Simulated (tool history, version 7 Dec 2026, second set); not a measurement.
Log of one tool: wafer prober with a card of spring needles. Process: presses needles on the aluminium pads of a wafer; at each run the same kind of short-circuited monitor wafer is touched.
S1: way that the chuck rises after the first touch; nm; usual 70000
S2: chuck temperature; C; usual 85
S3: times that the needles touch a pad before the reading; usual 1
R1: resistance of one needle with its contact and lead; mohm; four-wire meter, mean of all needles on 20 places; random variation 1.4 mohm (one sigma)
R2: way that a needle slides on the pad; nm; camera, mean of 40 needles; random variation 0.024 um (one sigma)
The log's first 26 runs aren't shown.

{"hour": 184.8, "done": "tips cleaned on abrasive film"}
{"run": 27, "hour": 185.1, "S1": 74000, "S2": 47, "S3": 1, "R1": 138, "R2": 11210}
{"run": 28, "hour": 191.9, "S1": 65000, "S2": 85, "S3": 1, "R1": 247, "R2": 9820}
{"hour": 194.2, "done": "tips cleaned on abrasive film"}
{"run": 29, "hour": 200.6, "S1": 65000, "S2": 85, "S3": 1, "R1": 247, "R2": 9820}
{"hour": 203.2, "done": "tips cleaned on abrasive film"}
{"run": 30, "hour": 205.5, "S1": 70000, "S2": 111, "S3": 1, "R1": 184, "R2": 10580}
{"hour": 206.7, "done": "height of the first contact set anew"}
{"run": 31, "hour": 210.2, "S1": 70000, "S2": 111, "S3": 1, "R1": 220, "R2": 11160}
{"hour": 212.5, "done": "tips cleaned on abrasive film"}
{"run": 32, "hour": 216.8, "S1": 70000, "S2": 111, "S3": 1, "R1": 203, "R2": 11100}
{"hour": 221.3, "done": "tips cleaned on abrasive film"}
{"run": 33, "hour": 227.0, "S1": 52000, "S2": 60, "S3": 1, "R1": 281, "R2": 8250}
{"hour": 230.4, "done": "tips cleaned on abrasive film"}
{"run": 34, "hour": 234.1, "S1": 52000, "S2": 48, "S3": 3, "R1": 175, "R2": 8220}

3 ways to go on from here, each from the tool as it stands after run 34. What would each give?
{"hour": 239.6, "done": "tips cleaned on abrasive film"}
{"run": "A", "hour": 244.0, "S1": 88000, "S2": 114, "S3": 2, "R1": "?", "R2": "?"}
{"hour": 239.6, "done": "tips cleaned on abrasive film"}
{"run": "B", "hour": 244.0, "S1": 80000, "S2": 74, "S3": 3, "R1": "?", "R2": "?"}
{"hour": 239.6, "done": "tips cleaned on abrasive film"}
{"run": "C", "hour": 244.0, "S1": 79000, "S2": 35, "S3": 2, "R1": "?", "R2": "?"}

run=A R1=156 R2=13940
run=B R1=148 R2=12680
run=C R1=157 R2=12540
Without the tool's hidden state the same runs would have given:
run=A R1=126 R2=14000
run=B R1=125 R2=12740
run=C R1=117 R2=12600
